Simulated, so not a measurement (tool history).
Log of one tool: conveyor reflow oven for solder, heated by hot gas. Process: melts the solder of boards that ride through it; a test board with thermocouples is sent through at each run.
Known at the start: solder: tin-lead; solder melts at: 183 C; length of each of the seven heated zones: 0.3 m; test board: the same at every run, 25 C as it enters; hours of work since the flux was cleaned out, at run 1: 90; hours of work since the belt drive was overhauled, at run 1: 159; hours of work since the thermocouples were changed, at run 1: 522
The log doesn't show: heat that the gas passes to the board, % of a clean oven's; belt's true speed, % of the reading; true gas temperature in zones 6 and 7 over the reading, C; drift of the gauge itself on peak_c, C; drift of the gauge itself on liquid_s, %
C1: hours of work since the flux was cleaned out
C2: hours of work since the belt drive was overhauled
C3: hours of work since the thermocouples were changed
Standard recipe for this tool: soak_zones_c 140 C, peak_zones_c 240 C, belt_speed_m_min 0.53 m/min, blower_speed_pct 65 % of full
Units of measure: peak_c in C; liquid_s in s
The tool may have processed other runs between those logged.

Run 1, hour 0: usual settings; C1 90; C2 159; C3 522. Result: peak_c 218.2 C, liquid_s 51.4 s.
Run 2, hour 16.5: usual settings but peak_zones_c 247 C; C1 97; C2 167; C3 529. Result: peak_c 224 C, liquid_s 55.3 s.
Run 3, hour 32.2: usual settings but peak_zones_c 247 C; C1 104; C2 174; C3 536. Result: peak_c 224 C, liquid_s 55.2 s.
Run 4, hour 46.8: usual settings; C1 111; C2 180; C3 543. Result: peak_c 218.3 C, liquid_s 51.3 s.
At hour 52.7: thermocouples of zones 6 and 7 changed.
Run 5, hour 67.2: usual settings; C1 119; C2 189; C3 7. Result: peak_c 217.1 C, liquid_s 50.4 s.
Run 6, hour 87.6: usual settings but belt_speed_m_min 0.485 m/min; C1 128; C2 198; C3 16. Result: peak_c 220.4 C, liquid_s 58.5 s.
Run 7, hour 103.4: usual settings; C1 136; C2 205; C3 23. Result: peak_c 217.1 C, liquid_s 50.7 s.
Run 8, hour 116.2: usual settings but peak_zones_c 246 C; C1 141; C2 211; C3 29. Result: peak_c 221.9 C, liquid_s 53.5 s.
Run 9, hour 135: usual settings but peak_zones_c 246 C; C1 150; C2 219; C3 37. Result: peak_c 221.9 C, liquid_s 54.2 s.
Run 10, hour 158.6: usual settings but peak_zones_c 246 C; C1 161; C2 230; C3 48. Result: peak_c 221.6 C, liquid_s 53.8 s.
Run 11, hour 174.5: usual settings but peak_zones_c 246 C; C1 168; C2 237; C3 55. Result: peak_c 221.5 C, liquid_s 53.9 s.
Run 12, hour 190.4: usual settings but peak_zones_c 246 C; C1 175; C2 244; C3 62. Result: peak_c 221.8 C, liquid_s 53.5 s.
Run 13, hour 215.3: usual settings but soak_zones_c 132 C, peak_zones_c 253 C, belt_speed_m_min 0.427 m/min; C1 186; C2 256; C3 73. Result: peak_c 234.5 C, liquid_s 73.5 s.
Run 14, hour 238.1: usual settings but soak_zones_c 131 C, peak_zones_c 253 C, belt_speed_m_min 0.427 m/min; C1 196; C2 266; C3 84. Result: peak_c 234 C, liquid_s 72.5 s.
Run 15, hour 251.6: usual settings but soak_zones_c 131 C, peak_zones_c 253 C, belt_speed_m_min 0.427 m/min; C1 203; C2 272; C3 90. Result: peak_c 234.5 C, liquid_s 73 s.
Run 16, hour 274.8: usual settings but soak_zones_c 131 C, peak_zones_c 253 C, belt_speed_m_min 0.427 m/min; C1 213; C2 283; C3 100. Result: peak_c 234.3 C, liquid_s 73.2 s.
Run 17, hour 290: usual settings but blower_speed_pct 81 % of full; C1 220; C2 289; C3 107. Result: peak_c 221.6 C, liquid_s 54.5 s.
Run 18, hour 313.2: usual settings but soak_zones_c 146 C, peak_zones_c 249 C, belt_speed_m_min 0.46 m/min, blower_speed_pct 73 % of full; C1 230; C2 300; C3 118. Result: peak_c 233.3 C, liquid_s 72.7 s.
Run 19, hour 325.2: usual settings but soak_zones_c 146 C, peak_zones_c 249 C, belt_speed_m_min 0.46 m/min, blower_speed_pct 73 % of full; C1 236; C2 305; C3 123. Result: peak_c 233 C, liquid_s 72.2 s.
Run 20, hour 345.4: usual settings but soak_zones_c 138 C, peak_zones_c 231 C, belt_speed_m_min 0.465 m/min, blower_speed_pct 51 % of full; C1 245; C2 314; C3 132. Result: peak_c 207.7 C, liquid_s 47.6 s.
At hour 355.5: flux residue cleaned out of gas plates and filters.
Run 21, hour 370.5: usual settings but soak_zones_c 138 C, peak_zones_c 238 C, belt_speed_m_min 0.465 m/min, blower_speed_pct 69 % of full; C1 7; C2 323; C3 141. Result: peak_c 222.5 C, liquid_s 62.3 s.
Run 22, hour 382.7: usual settings but soak_zones_c 138 C, peak_zones_c 238 C, belt_speed_m_min 0.465 m/min, blower_speed_pct 69 % of full; C1 12; C2 329; C3 147. Result: peak_c 222.3 C, liquid_s 62.2 s.

5 options for the next run, each taken on its own from the tool as it stands now. Forecast them:
Run A, hour 409.6: usual settings but soak_zones_c 137 C, belt_speed_m_min 0.462 m/min; C1 24; C2 341; C3 159. Result: peak_c ?, liquid_s ?.
Run B, hour 409.6: usual settings but soak_zones_c 138 C, peak_zones_c 230 C, belt_speed_m_min 0.501 m/min, blower_speed_pct 51 % of full; C1 24; C2 341; C3 159. Result: peak_c ?, liquid_s ?.
Run C, hour 409.6: usual settings but soak_zones_c 139 C, peak_zones_c 238 C, belt_speed_m_min 0.581 m/min, blower_speed_pct 62 % of full; C1 24; C2 341; C3 159. Result: peak_c ?, liquid_s ?.
Run D, hour 409.6: usual settings but blower_speed_pct 73 % of full; C1 24; C2 341; C3 159. Result: peak_c ?, liquid_s ?.
Run E, hour 409.6: usual settings but soak_zones_c 138 C, peak_zones_c 247 C, belt_speed_m_min 0.617 m/min, blower_speed_pct 69 % of full; C1 24; C2 341; C3 159. Result: peak_c ?, liquid_s ?.

run  peak_c  liquid_s
  A   222.7      62.2
  B   205.6      41.5
  C   211.7      41.7
  D   221.4      54.3
  E   219.2      43.7
The same runs, with their run-to-run variation unchanged, on a tool lacking any hidden condition would have given:
run  peak_c  liquid_s
  A   222.3      61.4
  B   205.2      40.6
  C   211.4        41
  D   221.1      53.6
  E     219      43.1
